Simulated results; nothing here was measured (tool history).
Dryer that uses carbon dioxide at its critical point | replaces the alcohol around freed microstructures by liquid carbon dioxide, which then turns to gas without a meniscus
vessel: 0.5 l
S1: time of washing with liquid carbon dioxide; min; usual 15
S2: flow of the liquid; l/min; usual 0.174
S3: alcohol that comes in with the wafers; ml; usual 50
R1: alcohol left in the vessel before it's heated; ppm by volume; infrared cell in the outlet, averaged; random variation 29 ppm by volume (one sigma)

{"run": 1, "day": 0.0, "S1": 15, "S2": 0.174, "S3": 50, "R1": 2547}
{"run": 2, "day": 0.233, "S1": 15, "S2": 0.174, "S3": 64, "R1": 3434}
{"run": 3, "day": 0.554, "S1": 15, "S2": 0.174, "S3": 64, "R1": 3431}
{"run": 4, "day": 0.842, "S1": 15, "S2": 0.129, "S3": 50, "R1": 7424}
{"run": 5, "day": 1.258, "S1": 19, "S2": 0.129, "S3": 50, "R1": 3678}
{"run": 6, "day": 1.675, "S1": 12, "S2": 0.174, "S3": 23, "R1": 2527}
{"run": 7, "day": 2.021, "S1": 22, "S2": 0.269, "S3": 41, "R1": 32}
{"run": 8, "day": 2.375, "S1": 14, "S2": 0.217, "S3": 41, "R1": 1142}

Run 9 comes next. What will it give?
{"run": 9, "day": 2.771, "S1": 15, "S2": 0.211, "S3": 50, "R1": "?"}

Run 9 gave R1 1226 ppm by volume.
Without the tool's hidden state the same run would have given R1 760 ppm by volume.
